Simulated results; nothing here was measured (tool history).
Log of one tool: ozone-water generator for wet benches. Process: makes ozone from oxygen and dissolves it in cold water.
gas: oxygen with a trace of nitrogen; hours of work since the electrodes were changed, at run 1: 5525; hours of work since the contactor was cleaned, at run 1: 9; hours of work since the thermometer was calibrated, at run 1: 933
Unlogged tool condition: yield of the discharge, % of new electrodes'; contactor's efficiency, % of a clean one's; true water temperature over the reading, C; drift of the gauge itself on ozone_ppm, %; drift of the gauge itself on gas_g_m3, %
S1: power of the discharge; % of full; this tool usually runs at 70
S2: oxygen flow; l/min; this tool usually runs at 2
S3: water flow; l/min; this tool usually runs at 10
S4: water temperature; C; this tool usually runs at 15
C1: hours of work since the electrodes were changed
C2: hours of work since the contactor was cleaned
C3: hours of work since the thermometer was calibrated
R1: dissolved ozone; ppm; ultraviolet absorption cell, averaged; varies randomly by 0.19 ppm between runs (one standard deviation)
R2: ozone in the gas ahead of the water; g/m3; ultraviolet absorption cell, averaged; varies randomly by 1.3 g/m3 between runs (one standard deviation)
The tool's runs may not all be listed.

run 1 hour=0 | S1=70 S2=2 S3=10 S4=15 | C1=5525 C2=9 C3=933 | R1=24.4 R2=227.9
run 2 hour=132.1 | S1=70 S2=1.45 S3=10 S4=15 | C1=5643 C2=127 C3=1052 | R1=24.4 R2=282.6
run 3 hour=246.4 | S1=70 S2=1.45 S3=10 S4=15 | C1=5746 C2=230 C3=1154 | R1=24.5 R2=282.5
run 4 hour=354.9 | S1=70 S2=2 S3=11 S4=15 | C1=5843 C2=327 C3=1251 | R1=22.6 R2=226.3
run 5 hour=470.3 | S1=70 S2=2 S3=11 S4=15 | C1=5946 C2=430 C3=1355 | R1=22.5 R2=225.7
run 6 hour=596.2 | S1=70 S2=1.39 S3=10 S4=15 | C1=6059 C2=543 C3=1468 | R1=24.2 R2=287.6
run 7 hour=713.1 | S1=70 S2=2 S3=10 S4=15 | C1=6164 C2=648 C3=1572 | R1=24.4 R2=223.9
run 8 hour=822.4 | S1=70 S2=1.64 S3=10 S4=15 | C1=6262 C2=746 C3=1670 | R1=24.4 R2=258.6
run 9 hour=980.7 | S1=70 S2=1.64 S3=10 S4=15 | C1=6404 C2=888 C3=1812 | R1=24.3 R2=256.7
run 10 hour=1112.5 | S1=70 S2=1.64 S3=10 S4=15 | C1=6522 C2=1006 C3=1930 | R1=24.1 R2=254.8
run 11 hour=1209.5 | S1=70 S2=1.64 S3=10 S4=15 | C1=6609 C2=1093 C3=2017 | R1=24.2 R2=256.3
run 12 hour=1281.9 | S1=70 S2=1.64 S3=10 S4=15 | C1=6674 C2=1158 C3=2082 | R1=24 R2=255.1
run 13 hour=1378.5 | S1=70 S2=1.64 S3=10 S4=15 | C1=6760 C2=1244 C3=2169 | R1=24.1 R2=255.8
run 14 hour=1526 | S1=70 S2=1.64 S3=10 S4=15 | C1=6893 C2=1376 C3=2301 | R1=24.1 R2=254.6
run 15 hour=1676.9 | S1=70 S2=1.64 S3=10 S4=15 | C1=7028 C2=1512 C3=2436 | R1=23.7 R2=253.9
run 16 hour=1814.8 | S1=70 S2=1.64 S3=10 S4=15 | C1=7151 C2=1635 C3=2560 | R1=23.8 R2=254.8
run 17 hour=1895 | S1=70 S2=1.64 S3=10 S4=15 | C1=7223 C2=1707 C3=2631 | R1=23.9 R2=253.3
run 18 hour=2023.4 | S1=55 S2=2.42 S3=10 S4=15 | C1=7338 C2=1822 C3=2747 | R1=20.5 R2=170.8
run 19 hour=2116.2 | S1=55 S2=1.56 S3=16 S4=15 | C1=7422 C2=1905 C3=2830 | R1=13.8 R2=229.1
run 20 hour=2210.5 | S1=70 S2=2 S3=8 S4=13 | C1=7506 C2=1990 C3=2914 | R1=28.5 R2=220.3
run 21 hour=2319.1 | S1=70 S2=2 S3=8 S4=20 | C1=7603 C2=2087 C3=3012 | R1=25.9 R2=219.7
run 22 hour=2453.7 | S1=70 S2=2 S3=8 S4=20 | C1=7724 C2=2208 C3=3132 | R1=25.9 R2=219
run 23 hour=2537.2 | S1=70 S2=2 S3=8 S4=20 | C1=7799 C2=2283 C3=3207 | R1=25.7 R2=219.5
run 24 hour=2703.6 | S1=64 S2=2 S3=8 S4=11 | C1=7948 C2=2432 C3=3356 | R1=27.5 R2=208.1
run 25 hour=2849.5 | S1=70 S2=2 S3=6 S4=15 | C1=8079 C2=2562 C3=3487 | R1=32.8 R2=215.8
run 26 hour=2920.2 | S1=75 S2=2.78 S3=10 S4=10 | C1=8142 C2=2626 C3=3550 | R1=25.1 R2=181.3
run 27 hour=3060.4 | S1=70 S2=2 S3=12 S4=15 | C1=8268 C2=2751 C3=3676 | R1=20.1 R2=217.8
run 28 hour=3156.4 | S1=83 S2=2 S3=12 S4=15 | C1=8354 C2=2837 C3=3762 | R1=22.1 R2=239
run 29 hour=3296.1 | S1=83 S2=2 S3=12 S4=15 | C1=8479 C2=2963 C3=3887 | R1=21.8 R2=238
run 30 hour=3385.3 | S1=48 S2=2 S3=10 S4=16 | C1=8559 C2=3043 C3=3967 | R1=18.8 R2=177.1
run 31 hour=3481.9 | S1=48 S2=2 S3=10 S4=16 | C1=8646 C2=3129 C3=4054 | R1=18.4 R2=177.6
run 32 hour=3641 | S1=86 S2=1.59 S3=10 S4=15 | C1=8788 C2=3272 C3=4196 | R1=25.4 R2=282.7

Each row is a separate what-if for the run after 32, all from the same tool condition, not one after another. Results?
run A hour=3783 | S1=70 S2=1.62 S3=10 S4=15 | C1=8915 C2=3399 C3=4323 | R1=? R2=?
run B hour=3783 | S1=89 S2=2 S3=10 S4=15 | C1=8915 C2=3399 C3=4323 | R1=? R2=?
run C hour=3783 | S1=86 S2=1.59 S3=7 S4=8 | C1=8915 C2=3399 C3=4323 | R1=? R2=?

run=A R1=23 R2=249.7
run=B R1=26.4 R2=244.6
run=C R1=36.2 R2=281.7
Without the tool's hidden state the same runs would have given:
run=A R1=27.2 R2=288.9
run=B R1=31.8 R2=288.7
run=C R1=43.3 R2=331.6

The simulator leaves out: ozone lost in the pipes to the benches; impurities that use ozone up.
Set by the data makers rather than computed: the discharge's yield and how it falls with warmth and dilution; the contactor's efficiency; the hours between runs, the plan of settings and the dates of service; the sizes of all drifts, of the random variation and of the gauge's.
